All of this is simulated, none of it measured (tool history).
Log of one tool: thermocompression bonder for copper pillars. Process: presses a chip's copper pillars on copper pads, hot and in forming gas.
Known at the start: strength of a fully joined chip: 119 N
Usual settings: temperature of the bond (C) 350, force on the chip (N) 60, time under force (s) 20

run,day,temperature of the bond (C),force on the chip (N),time under force (s),force that shears a chip off (N)
1,0,350,60,20,77.7
2,2.492,350,60,14,69.3
3,4.129,350,60,25,80.8
# day 4.542: forming gas filter changed
4,6.612,350,60,25,85.7
5,8.354,350,60,25,88
6,10.562,350,60,20,82.5
7,12.408,350,60,20,82.3
8,14.821,332,60,20,72.3
9,17.4,350,86,20,90.6
10,18.708,350,86,20,89.3
11,19.983,350,86,20,90.2
12,21.538,368,86,20,96.1
13,23.196,350,60,20,77
14,24.825,350,60,20,79
15,26.279,350,84,20,87.6
16,28.05,350,53,20,74.4
17,29.325,350,46,12,58.6
18,30.846,350,46,12,58.1
19,32.575,331,60,32,79.3
20,34.925,350,90,20,89
21,36.962,350,90,20,86.7
22,38.279,364,60,20,81.3
# day 40.162: forming gas filter changed
23,40.188,328,74,25,83.8
24,41.425,350,71,20,87.8

Run 25 comes next. What will it give?
25,43.992,321,71,19,?

{"run 25": {"force that shears a chip off (N)": 72.5}}
Without the tool's hidden state the same run would have given force that shears a chip off (N) 78.2.
